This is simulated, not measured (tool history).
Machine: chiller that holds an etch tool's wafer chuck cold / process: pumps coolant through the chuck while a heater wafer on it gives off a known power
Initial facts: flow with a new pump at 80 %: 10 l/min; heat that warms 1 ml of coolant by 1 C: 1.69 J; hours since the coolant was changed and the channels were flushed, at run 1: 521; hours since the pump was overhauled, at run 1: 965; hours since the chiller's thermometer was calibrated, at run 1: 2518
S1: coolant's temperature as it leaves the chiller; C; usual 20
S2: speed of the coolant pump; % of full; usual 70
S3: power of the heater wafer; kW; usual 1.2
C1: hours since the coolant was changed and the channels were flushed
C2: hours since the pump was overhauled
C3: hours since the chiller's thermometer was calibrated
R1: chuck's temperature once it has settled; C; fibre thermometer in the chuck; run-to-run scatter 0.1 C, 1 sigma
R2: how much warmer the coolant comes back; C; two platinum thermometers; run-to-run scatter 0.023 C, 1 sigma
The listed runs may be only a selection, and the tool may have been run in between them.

run   hour  S1  S2     S3    C1    C2    C3    R1    R2
  1      0  20  70    1.2   521   965  2518    29  4.99
  2   80.4  20  70    1.2   601  1045  2599  29.1  4.94
  3  176.3  15  70    1.2   697  1141  2695  24.3   4.9
  4  270.6  15  70    1.2   792  1235  2789    24  4.98
  5  422.3  15  70    1.2   943  1387  2941    24  4.96
  6  512.6  15  70    1.2  1034  1477  3031  24.2  4.98
  7  589.7  15  67  0.631  1111  1554  3108    20  2.74
  8  677.3  15  67  0.631  1198  1642  3196  20.1  2.74
  9  747.2  12  98  1.006  1268  1712  3266  17.5  2.86
 10  862.9  21  85    1.2  1384  1828  3381  28.4  3.94

Below are 4 alternative next runs, each starting from the tool's condition after run 10. Predict each:
  A  1021.2  24  89  0.968  1542  1986  3540   ?   ?
  B  1021.2  24  61    1.2  1542  1986  3540   ?   ?
  C  1021.2  16  78  1.511  1542  1986  3540   ?   ?
  D  1021.2  20  70  1.764  1542  1986  3540   ?   ?

run    R1    R2
  A  29.9  3.05
  B  34.3   5.8
  C  26.3  5.52
  D  33.2  7.32
Take away the tool's hidden state, keep each run's random variation, and the runs would have read:
run    R1    R2
  A  29.9  3.05
  B  34.3  5.79
  C  26.3  5.51
  D  33.2  7.32

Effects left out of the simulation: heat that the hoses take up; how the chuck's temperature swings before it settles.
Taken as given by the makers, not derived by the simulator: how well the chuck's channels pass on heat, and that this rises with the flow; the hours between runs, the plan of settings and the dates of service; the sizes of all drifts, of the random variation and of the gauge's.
